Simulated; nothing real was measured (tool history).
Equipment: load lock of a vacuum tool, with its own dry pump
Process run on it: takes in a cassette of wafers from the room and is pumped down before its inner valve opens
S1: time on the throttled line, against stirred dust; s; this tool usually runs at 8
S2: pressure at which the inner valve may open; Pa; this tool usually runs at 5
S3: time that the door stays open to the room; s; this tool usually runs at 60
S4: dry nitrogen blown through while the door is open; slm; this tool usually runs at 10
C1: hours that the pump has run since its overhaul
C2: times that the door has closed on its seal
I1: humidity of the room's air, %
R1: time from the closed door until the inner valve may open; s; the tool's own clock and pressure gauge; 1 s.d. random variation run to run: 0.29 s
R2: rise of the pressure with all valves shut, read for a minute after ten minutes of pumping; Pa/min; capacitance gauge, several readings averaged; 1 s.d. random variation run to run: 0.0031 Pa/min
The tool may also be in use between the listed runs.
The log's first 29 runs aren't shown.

run	day	S1	S2	S3	S4	C1	C2	I1	R1	R2
30	136.392	6	5	133	15	4717	16016	47.9	17.2	0.515
31	141.154	6	5	133	15	4831	16532	46.4	16.8	0.527
32	146.212	5	6	43	15	4953	17079	44.0	16.9	0.516
33	149.967	5	5	67	29	5043	17486	43.3	16.5	0.526
34	153.517	5	5	67	29	5128	17870	44.4	16.6	0.541
35	159.542	10	8	62	10	5273	18522	46.9	19.2	0.597
36	162.638	10	8	62	10	5347	18858	45.1	19.5	0.611
37	169.008	11	7	193	10	5500	19547	45.9	20.3	0.693

4 ways to go on from here, each from the tool as it stands after run 37. What would each give?
A	174.688	10	7	49	10	5636	20162	45.0	?	?
B	174.688	8	9	189	10	5636	20162	41.9	?	?
C	174.688	7	5	193	6	5636	20162	47.9	?	?
D	174.688	5	6	29	10	5636	20162	46.7	?	?

run	R1	R2
A	20.4	0.656
B	17.6	0.731
C	18.0	0.769
D	16.1	0.657
The same runs, with their run-to-run variation unchanged, on a tool lacking any hidden condition would have given:
run	R1	R2
A	19.6	0.065
B	16.8	0.133
C	17.1	0.172
D	15.2	0.056
